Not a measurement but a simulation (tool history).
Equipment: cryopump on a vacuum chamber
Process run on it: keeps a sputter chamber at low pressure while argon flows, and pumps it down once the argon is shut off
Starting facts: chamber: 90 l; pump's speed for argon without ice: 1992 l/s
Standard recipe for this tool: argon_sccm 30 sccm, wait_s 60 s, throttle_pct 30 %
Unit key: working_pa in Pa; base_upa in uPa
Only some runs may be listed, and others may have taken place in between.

{"run": 1, "hour": 0.0, "argon_sccm": 30, "wait_s": 60, "throttle_pct": 30, "working_pa": 0.0874, "base_upa": 1.89}
{"run": 2, "hour": 92.8, "argon_sccm": 30, "wait_s": 60, "throttle_pct": 30, "working_pa": 0.0878, "base_upa": 1.89}
{"run": 3, "hour": 185.9, "argon_sccm": 30, "wait_s": 60, "throttle_pct": 30, "working_pa": 0.0879, "base_upa": 1.89}
{"run": 4, "hour": 232.7, "argon_sccm": 30, "wait_s": 60, "throttle_pct": 30, "working_pa": 0.0882, "base_upa": 1.98}
{"run": 5, "hour": 316.6, "argon_sccm": 30, "wait_s": 60, "throttle_pct": 30, "working_pa": 0.0878, "base_upa": 2.02}
{"run": 6, "hour": 366.1, "argon_sccm": 30, "wait_s": 60, "throttle_pct": 30, "working_pa": 0.0876, "base_upa": 2.0}
{"run": 7, "hour": 423.8, "argon_sccm": 30, "wait_s": 60, "throttle_pct": 30, "working_pa": 0.0877, "base_upa": 2.0}
{"run": 8, "hour": 491.2, "argon_sccm": 30, "wait_s": 60, "throttle_pct": 30, "working_pa": 0.089, "base_upa": 2.11}
{"run": 9, "hour": 588.0, "argon_sccm": 30, "wait_s": 60, "throttle_pct": 30, "working_pa": 0.0902, "base_upa": 2.09}
{"run": 10, "hour": 651.0, "argon_sccm": 30, "wait_s": 60, "throttle_pct": 27, "working_pa": 0.099, "base_upa": 2.16}
{"run": 11, "hour": 752.0, "argon_sccm": 31, "wait_s": 212, "throttle_pct": 30, "working_pa": 0.0915, "base_upa": 1.41}
{"run": 12, "hour": 844.6, "argon_sccm": 18, "wait_s": 28, "throttle_pct": 30, "working_pa": 0.0534, "base_upa": 3.47}
{"run": 13, "hour": 889.8, "argon_sccm": 23, "wait_s": 42, "throttle_pct": 30, "working_pa": 0.0686, "base_upa": 2.76}
{"run": 14, "hour": 954.6, "argon_sccm": 30, "wait_s": 25, "throttle_pct": 51, "working_pa": 0.0551, "base_upa": 3.53}
{"run": 15, "hour": 1042.3, "argon_sccm": 33, "wait_s": 114, "throttle_pct": 46, "working_pa": 0.067, "base_upa": 1.75}
{"run": 16, "hour": 1099.3, "argon_sccm": 33, "wait_s": 56, "throttle_pct": 46, "working_pa": 0.0669, "base_upa": 2.4}
{"run": 17, "hour": 1150.6, "argon_sccm": 34, "wait_s": 63, "throttle_pct": 27, "working_pa": 0.1127, "base_upa": 2.26}
{"run": 18, "hour": 1238.1, "argon_sccm": 41, "wait_s": 168, "throttle_pct": 30, "working_pa": 0.1239, "base_upa": 1.68}

Each row is a separate what-if for the run after 18, all from the same tool condition, not one after another. Results?
{"run": "A", "hour": 1301.0, "argon_sccm": 30, "wait_s": 27, "throttle_pct": 30, "working_pa": "?", "base_upa": "?"}
{"run": "B", "hour": 1301.0, "argon_sccm": 30, "wait_s": 145, "throttle_pct": 30, "working_pa": "?", "base_upa": "?"}
{"run": "C", "hour": 1301.0, "argon_sccm": 22, "wait_s": 176, "throttle_pct": 27, "working_pa": "?", "base_upa": "?"}
{"run": "D", "hour": 1301.0, "argon_sccm": 41, "wait_s": 81, "throttle_pct": 25, "working_pa": "?", "base_upa": "?"}

run=A working_pa=0.0916 base_upa=3.70
run=B working_pa=0.0911 base_upa=1.82
run=C working_pa=0.0731 base_upa=1.72
run=D working_pa=0.1478 base_upa=2.18
With the hidden condition removed and each run's random variation left untouched, the same runs would have given:
run=A working_pa=0.0853 base_upa=2.48
run=B working_pa=0.0848 base_upa=0.62
run=C working_pa=0.0685 base_upa=0.53
run=D working_pa=0.1392 base_upa=0.95

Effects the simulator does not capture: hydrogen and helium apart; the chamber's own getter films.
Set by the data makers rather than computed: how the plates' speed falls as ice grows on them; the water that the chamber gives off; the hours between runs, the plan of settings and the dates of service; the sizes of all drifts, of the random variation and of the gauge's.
